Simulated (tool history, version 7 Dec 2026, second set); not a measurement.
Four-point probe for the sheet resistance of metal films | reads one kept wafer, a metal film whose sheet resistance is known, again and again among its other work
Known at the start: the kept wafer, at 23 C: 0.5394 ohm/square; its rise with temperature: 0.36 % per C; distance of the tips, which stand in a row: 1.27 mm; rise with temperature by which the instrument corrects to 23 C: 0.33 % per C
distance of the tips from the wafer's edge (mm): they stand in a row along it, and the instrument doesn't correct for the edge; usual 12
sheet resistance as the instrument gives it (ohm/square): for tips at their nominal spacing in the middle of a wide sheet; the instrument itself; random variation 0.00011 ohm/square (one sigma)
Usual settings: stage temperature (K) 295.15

run    hour  stage temperature (K)  distance of the tips from the wafer's edge (mm)  sheet resistance as the instrument gives it (ohm/square)
  1     0.0                 295.15                                               12                                                  0.543544
  2    59.9                 295.15                                                4                                                  0.567968
  3   183.7                 295.15                                               19                                                  0.541456
  4   279.4                 295.15                                               52                                                  0.540686
      322.2  -- stage's thermometer calibrated
  5   417.9                 295.15                                               52                                                  0.540823
  6   518.0                 295.15                                               12                                                  0.544063
  7   577.2                 295.15                                               12                                                  0.544258
  8   651.0                 295.15                                               12                                                  0.544191
  9   765.3                 295.15                                               12                                                  0.544184
      868.8  -- stage's thermometer calibrated, once more
 10   876.4                 295.15                                               12                                                  0.542299
 11   975.5                 295.15                                               12                                                  0.542248
 12  1078.9                 302.15                                               12                                                  0.543282
 13  1146.7                 302.15                                               12                                                  0.543396
 14  1280.0                 302.15                                               12                                                  0.543352
 15  1377.8                 300.15                                                5                                                  0.557938
 16  1463.0                 305.15                                                4                                                  0.568311
 17  1542.5                 295.15                                               13                                                  0.541983
 18  1601.5                 300.15                                               13                                                  0.542641
 19  1734.0                 300.15                                               13                                                  0.542564
 20  1809.5                 300.15                                               13                                                  0.542545
 21  1929.5                 298.15                                               12                                                  0.542874
 22  2047.6                 305.15                                               24                                                  0.541563
 23  2142.4                 305.15                                               24                                                  0.541520
 24  2226.0                 292.15                                               41                                                  0.539212
 25  2345.3                 298.15                                               15                                                  0.541710
 26  2480.5                 293.15                                                8                                                  0.546195
 27  2582.4                 293.15                                               27                                                  0.539602

5 ways to go on from here, each from the tool as it stands after run 27. What would each give?
  A  2724.0                 299.15                                                4                                                         ?
  B  2724.0                 304.15                                                6                                                         ?
  C  2724.0                 293.15                                               10                                                         ?
  D  2724.0                 300.15                                               16                                                         ?
  E  2724.0                 291.15                                               27                                                         ?

run  sheet resistance as the instrument gives it (ohm/square)
  A                                                  0.567723
  B                                                  0.553505
  C                                                  0.543451
  D                                                  0.541916
  E                                                  0.539266
Without the tool's hidden state the same runs would have given:
run  sheet resistance as the instrument gives it (ohm/square)
  A                                                  0.567614
  B                                                  0.553415
  C                                                  0.543331
  D                                                  0.541817
  E                                                  0.539141
